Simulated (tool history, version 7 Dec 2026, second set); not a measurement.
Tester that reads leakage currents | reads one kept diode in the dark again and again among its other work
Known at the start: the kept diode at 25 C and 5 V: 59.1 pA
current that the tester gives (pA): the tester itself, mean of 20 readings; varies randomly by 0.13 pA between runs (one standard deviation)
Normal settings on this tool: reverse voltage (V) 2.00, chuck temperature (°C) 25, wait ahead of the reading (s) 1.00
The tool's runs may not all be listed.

run     day  reverse voltage (V)  chuck temperature (°C)  wait ahead of the reading (s)  current that the tester gives (pA)
  1   0.000                 2.00                      25                           1.00                               38.22
  2   1.225                 2.00                      25                           3.24                               38.05
  3   2.462                 2.00                      26                           1.00                               41.53
  4   4.154                 2.00                      26                           1.00                               41.58
  5   5.462                 2.00                      26                           1.00                               41.60
  6   6.333                 2.00                      26                           1.00                               41.55
  7   8.271                 2.00                      26                           1.00                               41.41
  8   9.117                 2.00                      26                           1.00                               41.60
  9  10.000                 2.00                      26                           1.00                               41.49
 10  11.592                14.85                      44                           5.19                              447.43
 11  13.058                 8.63                      44                           0.91                              347.28
 12  14.946                 8.63                      44                           0.91                              348.47
 13  16.279                 8.63                      44                           0.91                              346.75
 14  18.271                 8.63                      44                           0.91                              347.29

Here are 4 independent what-if runs from the current tool condition. What would each one return?
  A  19.979                 2.00                      25                           0.49                                   ?
  B  19.979                 2.89                      29                           0.44                                   ?
  C  19.979                 3.45                      37                           4.65                                   ?
  D  19.979                 2.00                      28                           4.39                                   ?

run  current that the tester gives (pA)
  A                               38.84
  B                               64.67
  C                              128.59
  D                               48.35
Without the tool's hidden state the same runs would have given:
run  current that the tester gives (pA)
  A                               38.81
  B                               64.62
  C                              128.50
  D                               48.30

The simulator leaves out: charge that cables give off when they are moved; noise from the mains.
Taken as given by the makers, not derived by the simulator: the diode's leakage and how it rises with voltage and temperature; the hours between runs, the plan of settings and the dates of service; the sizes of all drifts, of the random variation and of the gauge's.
